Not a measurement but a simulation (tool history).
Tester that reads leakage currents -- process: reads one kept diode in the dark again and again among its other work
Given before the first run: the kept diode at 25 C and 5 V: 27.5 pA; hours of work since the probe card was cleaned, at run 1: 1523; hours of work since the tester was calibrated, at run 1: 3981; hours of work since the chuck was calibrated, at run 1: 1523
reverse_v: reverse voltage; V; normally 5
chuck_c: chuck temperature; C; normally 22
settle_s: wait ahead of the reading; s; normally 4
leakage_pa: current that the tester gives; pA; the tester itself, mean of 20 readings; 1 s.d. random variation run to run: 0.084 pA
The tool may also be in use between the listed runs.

run    hour  reverse_v  chuck_c  settle_s  hours of work since the probe card was cleaned  hours of work since the tester was calibrated  hours of work since the chuck was calibrated  leakage_pa
  1       0          5       22         4                                            1523                                           3981                                          1523       22.39
  2   229.2          5       22         4                                            1671                                           4130                                          1671       22.42
  3   404.2          5       22         4                                            1785                                           4243                                          1785       22.39
  4   542.4          5       22         4                                            1874                                           4333                                          1874       22.29
  5   693.7          5       22      1.69                                            1973                                           4431                                          1973       22.93
  6   842.4          5       22      1.69                                            2069                                           4528                                          2069       23.06
  7   935.9          5       22      1.69                                            2130                                           4588                                          2130       23.13
  8    1066          5       22      1.69                                            2214                                           4673                                          2214       22.99
  9    1159          5       49         4                                            2274                                           4733                                          2274      143.94
 10  1357.1          5       49         4                                            2403                                           4862                                          2403      143.84
     1437.1  -- chuck's temperature calibrated
     1482.9  -- probe card cleaned and baked
 11  1574.4          5       49         4                                              59                                           4999                                            87       143.7
 12  1740.7          5       22      2.45                                             167                                           5107                                           195       22.66
     1895.9  -- tester calibrated
 13  1957.8          5       30      0.32                                             307                                             40                                           335       44.47
 14  2059.1       2.42       54      6.26                                             372                                            106                                           400      152.89
 15  2288.5       6.15       45      1.92                                             521                                            255                                           549      120.86
 16  2418.6          5       35      0.51                                             606                                            339                                           633       59.64

Estimate the outcome of run 17 from the log above:
 17  2556.8          5       35      0.51                                             695                                            429                                           723           ?

{"run 17": {"leakage_pa": 59.75}}
Minus the tool's unlogged condition, the same run would have read leakage_pa 59.75 pA.
